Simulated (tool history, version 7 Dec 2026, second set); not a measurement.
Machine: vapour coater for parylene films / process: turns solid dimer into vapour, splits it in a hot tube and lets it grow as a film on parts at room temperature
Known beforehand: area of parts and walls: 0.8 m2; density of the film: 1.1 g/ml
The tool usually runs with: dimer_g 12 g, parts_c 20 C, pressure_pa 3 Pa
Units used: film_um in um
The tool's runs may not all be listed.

run 1 day=0 | dimer_g=12 parts_c=20 pressure_pa=3 | film_um=9.23
run 2 day=1.092 | dimer_g=5 parts_c=20 pressure_pa=3 | film_um=3.84
run 3 day=2.662 | dimer_g=5 parts_c=20 pressure_pa=3 | film_um=3.67
run 4 day=3.704 | dimer_g=12 parts_c=30 pressure_pa=3 | film_um=6.38
run 5 day=4.546 | dimer_g=12 parts_c=30 pressure_pa=3 | film_um=6.28
run 6 day=5.471 | dimer_g=12 parts_c=30 pressure_pa=11.63 | film_um=4.74
run 7 day=6.388 | dimer_g=12 parts_c=30 pressure_pa=11.63 | film_um=4.7
run 8 day=7.358 | dimer_g=12 parts_c=20 pressure_pa=3 | film_um=8.75
run 9 day=8.671 | dimer_g=12 parts_c=20 pressure_pa=3 | film_um=8.77
run 10 day=10.304 | dimer_g=8 parts_c=20 pressure_pa=3 | film_um=5.78
run 11 day=11.383 | dimer_g=8 parts_c=20 pressure_pa=3 | film_um=5.73
run 12 day=12.446 | dimer_g=8 parts_c=20 pressure_pa=3 | film_um=5.63
run 13 day=13.588 | dimer_g=8 parts_c=14 pressure_pa=3 | film_um=7.02
run 14 day=14.792 | dimer_g=8 parts_c=14 pressure_pa=3 | film_um=6.97
run 15 day=16.108 | dimer_g=8 parts_c=14 pressure_pa=10.56 | film_um=5.31
run 16 day=17.171 | dimer_g=8 parts_c=15 pressure_pa=10.56 | film_um=5.06
run 17 day=17.983 | dimer_g=8 parts_c=15 pressure_pa=10.56 | film_um=5.04
run 18 day=19.108 | dimer_g=8 parts_c=15 pressure_pa=10.56 | film_um=4.94
-- day=20.204 trap's valve overhauled
run 19 day=20.617 | dimer_g=8 parts_c=15 pressure_pa=10.56 | film_um=5.53
run 20 day=22.058 | dimer_g=11 parts_c=20 pressure_pa=3 | film_um=8.27
run 21 day=23.212 | dimer_g=11 parts_c=20 pressure_pa=3 | film_um=8.29
run 22 day=24.438 | dimer_g=11 parts_c=20 pressure_pa=3 | film_um=8.24
run 23 day=25.796 | dimer_g=12 parts_c=20 pressure_pa=5.08 | film_um=8.01
run 24 day=27.038 | dimer_g=12 parts_c=20 pressure_pa=5.08 | film_um=7.75
run 25 day=28.017 | dimer_g=12 parts_c=20 pressure_pa=5.08 | film_um=7.89
run 26 day=28.942 | dimer_g=12 parts_c=14 pressure_pa=7.49 | film_um=8.91
run 27 day=30.15 | dimer_g=11 parts_c=14 pressure_pa=2.77 | film_um=10.08
run 28 day=31.679 | dimer_g=12 parts_c=19 pressure_pa=6.88 | film_um=7.47
run 29 day=33.188 | dimer_g=9 parts_c=17 pressure_pa=3.55 | film_um=6.91
run 30 day=34.133 | dimer_g=15 parts_c=27 pressure_pa=3.55 | film_um=8.12
run 31 day=34.921 | dimer_g=12 parts_c=13 pressure_pa=6.31 | film_um=9.31
run 32 day=36.617 | dimer_g=9 parts_c=16 pressure_pa=3.32 | film_um=7.06
run 33 day=38.025 | dimer_g=5 parts_c=16 pressure_pa=2.75 | film_um=4.04
run 34 day=39.688 | dimer_g=12 parts_c=28 pressure_pa=2.62 | film_um=6.45
-- day=40.325 trap's valve overhauled
run 35 day=40.908 | dimer_g=12 parts_c=28 pressure_pa=2.62 | film_um=7.23
run 36 day=41.792 | dimer_g=12 parts_c=28 pressure_pa=2.62 | film_um=7.29
run 37 day=42.838 | dimer_g=12 parts_c=28 pressure_pa=2.62 | film_um=7.19
run 38 day=44.038 | dimer_g=12 parts_c=24 pressure_pa=4.29 | film_um=7.42
run 39 day=45.192 | dimer_g=12 parts_c=29 pressure_pa=3 | film_um=6.68
run 40 day=46.212 | dimer_g=8 parts_c=26 pressure_pa=3 | film_um=4.88
run 41 day=47.621 | dimer_g=8 parts_c=26 pressure_pa=3 | film_um=4.92
run 42 day=48.958 | dimer_g=16 parts_c=13 pressure_pa=6.25 | film_um=13.16
run 43 day=50.125 | dimer_g=12 parts_c=22 pressure_pa=3 | film_um=8.21
run 44 day=51.162 | dimer_g=11 parts_c=20 pressure_pa=11.79 | film_um=6.11
run 45 day=52.55 | dimer_g=6 parts_c=20 pressure_pa=3 | film_um=4.38
run 46 day=54.042 | dimer_g=6 parts_c=20 pressure_pa=3 | film_um=4.29
run 47 day=55.058 | dimer_g=6 parts_c=20 pressure_pa=3 | film_um=4.32

The logged runs with the hidden state left out (each run's random variation unchanged):
The tool's hidden condition here consists of: vapour lost through the trap's worn valve, %; true temperature of the parts over the reading, C; drift of the gauge itself on film_um, %.
run=1 film_um=9.16
run=2 film_um=3.83
run=3 film_um=3.68
run=4 film_um=6.44
run=5 film_um=6.36
run=6 film_um=4.82
run=7 film_um=4.8
run=8 film_um=8.99
run=9 film_um=9.08
run=10 film_um=6.03
run=11 film_um=6.01
run=12 film_um=5.94
run=13 film_um=7.45
run=14 film_um=7.46
run=15 film_um=5.72
run=16 film_um=5.48
run=17 film_um=5.48
run=18 film_um=5.4
run=19 film_um=5.46
run=20 film_um=8.22
run=21 film_um=8.29
run=22 film_um=8.29
run=23 film_um=8.11
run=24 film_um=7.9
run=25 film_um=8.08
run=26 film_um=9.17
run=27 film_um=10.43
run=28 film_um=7.79
run=29 film_um=7.27
run=30 film_um=8.58
run=31 film_um=9.89
run=32 film_um=7.57
run=33 film_um=4.37
run=34 film_um=7.03
run=35 film_um=7.06
run=36 film_um=7.15
run=37 film_um=7.08
run=38 film_um=7.36
run=39 film_um=6.66
run=40 film_um=4.89
run=41 film_um=4.97
run=42 film_um=13.41
run=43 film_um=8.41
run=44 film_um=6.3
run=45 film_um=4.54
run=46 film_um=4.49
run=47 film_um=4.54
